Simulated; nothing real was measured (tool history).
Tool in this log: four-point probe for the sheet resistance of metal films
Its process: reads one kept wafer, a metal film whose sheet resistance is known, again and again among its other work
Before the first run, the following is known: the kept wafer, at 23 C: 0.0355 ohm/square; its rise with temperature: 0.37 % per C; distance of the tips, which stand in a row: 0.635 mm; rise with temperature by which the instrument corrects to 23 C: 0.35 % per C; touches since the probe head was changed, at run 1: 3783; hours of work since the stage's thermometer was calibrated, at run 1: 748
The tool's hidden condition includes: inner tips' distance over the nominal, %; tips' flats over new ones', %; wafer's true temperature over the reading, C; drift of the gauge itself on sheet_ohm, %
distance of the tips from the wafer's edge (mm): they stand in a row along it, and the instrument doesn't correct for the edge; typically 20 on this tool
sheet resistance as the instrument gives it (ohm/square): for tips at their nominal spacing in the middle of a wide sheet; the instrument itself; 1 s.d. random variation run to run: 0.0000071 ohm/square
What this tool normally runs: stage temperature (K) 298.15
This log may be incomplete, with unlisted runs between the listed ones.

run,hour,stage temperature (K),distance of the tips from the wafer's edge (mm),touches since the probe head was changed,hours of work since the stage's thermometer was calibrated,sheet resistance as the instrument gives it (ohm/square)
1,0.0,298.15,20,3783,748,0.035467
2,9.8,298.15,20,3908,753,0.035476
3,30.2,298.15,20,4168,764,0.035482
4,47.9,298.15,20,4394,774,0.035479
5,68.2,298.15,20,4653,785,0.035485
6,77.9,298.15,20,4776,790,0.035471
7,95.6,300.15,20,5003,799,0.035494
# hour 97.0: stage's thermometer calibrated
8,112.3,300.15,20,5209,8,0.035506
9,132.3,298.15,9,5464,19,0.035570
10,142.4,298.15,9,5593,25,0.035569
# hour 146.2: stage's thermometer calibrated, once more
11,163.5,302.15,14,5855,9,0.035516
12,182.8,302.15,14,6102,20,0.035530
13,201.0,303.15,6,6334,30,0.035691
14,214.2,294.15,36,6501,37,0.035434
15,231.1,294.15,36,6717,46,0.035437
16,242.0,298.15,10,6856,52,0.035518
17,259.2,298.15,65,7076,61,0.035467
18,269.1,291.15,20,7202,66,0.035423
19,284.8,291.15,13,7402,75,0.035459

Predict each of these 4 candidate next runs independently; none follows another, all start after run 19:
A,301.8,297.15,4,7618,84,?
B,301.8,294.15,65,7618,84,?
C,301.8,301.15,19,7618,84,?
D,301.8,293.15,10,7618,84,?

run,sheet resistance as the instrument gives it (ohm/square)
A,0.035926
B,0.035432
C,0.035512
D,0.035508
With no hidden state in the tool, these same runs would have given:
run,sheet resistance as the instrument gives it (ohm/square)
A,0.035982
B,0.035486
C,0.035567
D,0.035562
